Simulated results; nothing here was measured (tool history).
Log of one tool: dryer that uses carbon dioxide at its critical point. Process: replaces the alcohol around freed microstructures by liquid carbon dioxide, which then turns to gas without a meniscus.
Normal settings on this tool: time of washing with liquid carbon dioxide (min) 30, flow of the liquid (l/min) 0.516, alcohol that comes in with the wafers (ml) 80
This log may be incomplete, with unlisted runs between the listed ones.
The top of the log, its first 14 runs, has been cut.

run,hour,time of washing with liquid carbon dioxide (min),flow of the liquid (l/min),alcohol that comes in with the wafers (ml),hours of work since the filter was changed,hours of work since the purifier's bed was changed,alcohol left in the vessel before it's heated (ppm by volume)
15,617.7,30,0.516,80,427,293,138
# hour 627.1: inlet filter changed
16,675.6,30,0.516,80,35,334,137
17,739.2,30,0.516,80,80,379,148
18,781.6,30,0.516,80,110,410,162
19,831.8,30,0.595,38,146,445,127
20,869.7,35,0.523,103,173,473,141
# hour 912.3: purifier's bed changed
21,918.9,24,0.613,105,206,5,81
22,978.8,33,0.734,80,249,47,22
23,1016.5,30,0.516,50,276,74,50
24,1063.7,25,0.751,50,309,108,37
25,1097.6,23,0.408,51,334,132,490
26,1154.7,23,0.408,51,374,173,516
27,1198.5,23,0.408,31,405,204,341
# hour 1238.2: inlet filter changed
28,1239.3,23,0.408,31,1,233,292
29,1283.7,38,0.329,50,32,264,157
30,1325.6,39,0.465,80,62,294,89
31,1378.2,36,0.436,91,100,332,130
32,1418,30,0.516,52,128,360,118
33,1466.9,30,0.516,52,163,395,132

Consider 4 possible next runs. They are alternatives, not a sequence: every one starts from the tool as it was left by run 33. What does each give?
A,1522.4,30,0.314,39,203,435,?
B,1522.4,27,0.516,46,203,435,?
C,1522.4,27,0.315,80,203,435,?
D,1522.4,24,0.516,52,203,435,?

run,alcohol left in the vessel before it's heated (ppm by volume)
A,452
B,166
C,1079
D,215
With the hidden condition removed and each run's random variation left untouched, the same runs would have given:
run,alcohol left in the vessel before it's heated (ppm by volume)
A,289
B,38
C,845
D,81

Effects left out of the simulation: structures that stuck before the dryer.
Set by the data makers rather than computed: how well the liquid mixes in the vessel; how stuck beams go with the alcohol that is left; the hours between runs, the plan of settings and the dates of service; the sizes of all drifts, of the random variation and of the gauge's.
